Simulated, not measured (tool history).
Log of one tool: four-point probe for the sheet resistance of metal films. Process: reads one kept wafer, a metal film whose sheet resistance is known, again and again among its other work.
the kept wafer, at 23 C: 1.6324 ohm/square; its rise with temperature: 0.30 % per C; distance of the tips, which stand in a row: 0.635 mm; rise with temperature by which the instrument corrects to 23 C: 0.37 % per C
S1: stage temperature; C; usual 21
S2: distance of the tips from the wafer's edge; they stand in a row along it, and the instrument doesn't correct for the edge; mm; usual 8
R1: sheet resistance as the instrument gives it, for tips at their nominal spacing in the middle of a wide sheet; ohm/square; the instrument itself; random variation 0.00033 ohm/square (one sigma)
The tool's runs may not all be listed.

| run | hour | S1 | S2 | R1 |
|---|---|---|---|---|
| 1 | 0.0 | 21 | 8 | 1.646245 |
| 2 | 12.1 | 21 | 8 | 1.645730 |
| 3 | 28.4 | 21 | 8 | 1.646278 |
| 4 | 40.4 | 21 | 4 | 1.662093 |
| 5 | 52.5 | 21 | 8 | 1.646106 |
| 6 | 65.6 | 26 | 8 | 1.640792 |
| 7 | 79.5 | 21 | 8 | 1.646711 |
| 8 | 90.8 | 21 | 8 | 1.646206 |
| 9 | 100.5 | 21 | 8 | 1.646557 |
| 10 | 110.4 | 34 | 8 | 1.633114 |
| 11 | 120.3 | 34 | 8 | 1.632837 |
| 12 | 136.3 | 21 | 8 | 1.646052 |
| 13 | 150.8 | 21 | 8 | 1.646604 |
| 14 | 160.7 | 21 | 8 | 1.647075 |
| 15 | 171.6 | 32 | 8 | 1.635533 |
| 16 | 187.4 | 31 | 8 | 1.636641 |
| 17 | 196.3 | 31 | 8 | 1.636530 |
| 18 | 205.4 | 21 | 5 | 1.655640 |
| 19 | 214.6 | 21 | 5 | 1.655308 |
| 20 | 223.7 | 22 | 5 | 1.654377 |
| 21 | 231.4 | 22 | 5 | 1.654796 |
| 22 | 246.2 | 22 | 5 | 1.654905 |
| 23 | 257.4 | 21 | 4 | 1.662924 |
| 24 | 264.7 | 21 | 4 | 1.663195 |
| 25 | 273.2 | 22 | 8 | 1.645996 |
| 26 | 286.1 | 25 | 14 | 1.639409 |
| 27 | 296.7 | 25 | 14 | 1.639521 |
| 28 | 307.4 | 28 | 14 | 1.636692 |
| 29 | 316.7 | 28 | 14 | 1.636095 |
| 30 | 331.9 | 27 | 68 | 1.635652 |
| 31 | 344.2 | 20 | 55 | 1.643426 |
| 32 | 357.4 | 27 | 4 | 1.657909 |
| 33 | 372.0 | 27 | 4 | 1.657592 |
| 34 | 380.4 | 27 | 4 | 1.658422 |
| 35 | 392.9 | 29 | 61 | 1.633663 |
| 36 | 404.2 | 29 | 61 | 1.634130 |
| 37 | 420.3 | 19 | 21 | 1.645713 |
| 38 | 428.0 | 32 | 19 | 1.631848 |
| 39 | 438.4 | 32 | 19 | 1.631649 |
| 40 | 446.6 | 32 | 19 | 1.632183 |
| 41 | 457.9 | 23 | 9 | 1.644983 |
| 42 | 474.3 | 19 | 4 | 1.667429 |
| 43 | 485.9 | 33 | 3 | 1.668700 |
| 44 | 500.0 | 27 | 11 | 1.639279 |

Some steps in R1 between neighbouring runs. How much of each would the tool show without its hidden state too (settings, what came in, random variation), and how much is left for the hidden state, with any gauge scatter that isn't in both results?
The hidden state here: inner tips' distance over the nominal, %; tips' flats over new ones', %; wafer's true temperature over the reading, C; drift of the gauge itself on sheet_ohm, %.
Run 11 -> 12: S1 34 -> 21. R1 +0.013215 ohm/square: hidden state +0.000156, all else +0.013059.
Run 34 -> 35: S1 27 -> 29, S2 4 -> 61. R1 -0.024759 ohm/square: hidden state -0.000051, all else -0.024708.
Run 36 -> 37: S1 29 -> 19, S2 61 -> 21. R1 +0.011583 ohm/square: hidden state +0.000158, all else +0.011425.
Run 41 -> 42: S1 23 -> 19, S2 9 -> 4. R1 +0.022446 ohm/square: hidden state +0.000199, all else +0.022247.
Run 43 -> 44: S1 33 -> 27, S2 3 -> 11. R1 -0.029421 ohm/square: hidden state -0.000055, all else -0.029366.

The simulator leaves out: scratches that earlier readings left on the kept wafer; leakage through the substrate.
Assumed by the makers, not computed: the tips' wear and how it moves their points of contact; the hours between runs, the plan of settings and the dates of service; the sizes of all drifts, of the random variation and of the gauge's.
